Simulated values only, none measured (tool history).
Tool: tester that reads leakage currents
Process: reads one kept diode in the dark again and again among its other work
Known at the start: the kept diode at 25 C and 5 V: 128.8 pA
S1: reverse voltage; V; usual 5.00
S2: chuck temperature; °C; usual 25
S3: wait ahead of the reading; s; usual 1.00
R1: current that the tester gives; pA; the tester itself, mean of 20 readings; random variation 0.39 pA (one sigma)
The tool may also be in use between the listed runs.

Run 1, hour 0.0: usual settings. Result: R1 152.48 pA.
Run 2, hour 136.4: usual settings but S2 37 °C. Result: R1 348.72 pA.
Run 3, hour 223.5: usual settings. Result: R1 156.31 pA.
Run 4, hour 396.2: usual settings but S3 1.42 s. Result: R1 159.21 pA.
At hour 478.2: chuck's temperature calibrated.
Run 5, hour 497.6: usual settings. Result: R1 136.16 pA.
Run 6, hour 611.0: usual settings. Result: R1 137.90 pA.
Run 7, hour 710.1: usual settings but S1 9.14 V. Result: R1 183.41 pA.
Run 8, hour 828.0: usual settings but S1 9.14 V, S2 27 °C. Result: R1 211.36 pA.
Run 9, hour 1009.3: usual settings but S1 9.14 V, S2 27 °C. Result: R1 214.85 pA.
Run 10, hour 1161.7: usual settings but S1 9.14 V, S2 27 °C. Result: R1 218.22 pA.
Run 11, hour 1287.4: usual settings but S1 9.14 V, S2 27 °C. Result: R1 221.17 pA.
Run 12, hour 1405.0: usual settings but S1 9.14 V, S2 27 °C. Result: R1 223.95 pA.
Run 13, hour 1492.2: usual settings but S1 9.14 V, S2 27 °C. Result: R1 226.20 pA.
Run 14, hour 1574.4: usual settings but S1 9.14 V, S2 27 °C. Result: R1 227.73 pA.
Run 15, hour 1672.0: usual settings but S1 9.14 V, S2 27 °C. Result: R1 229.77 pA.
Run 16, hour 1861.2: usual settings but S1 2.38 V, S2 58 °C, S3 1.69 s. Result: R1 911.17 pA.
Run 17, hour 2024.3: usual settings but S1 1.69 V, S2 28 °C, S3 0.98 s. Result: R1 121.10 pA.
At hour 2077.0: probe card cleaned and baked.
At hour 2127.7: tester calibrated.
Run 18, hour 2217.7: usual settings but S1 1.69 V, S2 28 °C, S3 0.98 s. Result: R1 117.14 pA.
Run 19, hour 2391.1: usual settings but S1 7.76 V, S2 26 °C, S3 8.52 s. Result: R1 195.89 pA.
Run 20, hour 2556.6: usual settings but S1 7.76 V, S2 26 °C, S3 8.52 s. Result: R1 199.87 pA.
At hour 2629.2: chuck's temperature calibrated.
Run 21, hour 2746.5: usual settings but S1 1.04 V, S2 24 °C, S3 4.39 s. Result: R1 63.22 pA.
Run 22, hour 2896.2: usual settings but S1 1.04 V, S2 24 °C, S3 4.39 s. Result: R1 64.02 pA.
Run 23, hour 2977.6: usual settings but S1 1.04 V, S2 24 °C, S3 4.39 s. Result: R1 64.90 pA.
Run 24, hour 3108.3: usual settings but S1 1.04 V, S2 24 °C, S3 4.39 s. Result: R1 65.63 pA.

4 ways to go on from here, each from the tool as it stands after run 24. What would each give?
Run A, hour 3295.6: usual settings but S1 6.77 V, S2 48 °C, S3 1.41 s. Result: R1 ?.
Run B, hour 3295.6: usual settings but S1 11.86 V, S3 1.12 s. Result: R1 ?.
Run C, hour 3295.6: usual settings but S1 4.82 V, S2 27 °C, S3 2.52 s. Result: R1 ?.
Run D, hour 3295.6: usual settings but S1 10.13 V, S2 51 °C, S3 1.25 s. Result: R1 ?.

run       R1
  A   725.41
  B   202.02
  C   157.29
  D  1029.95
Without the tool's hidden state the same runs would have given:
run      R1
  A  687.46
  B  185.30
  C  146.47
  D  976.66
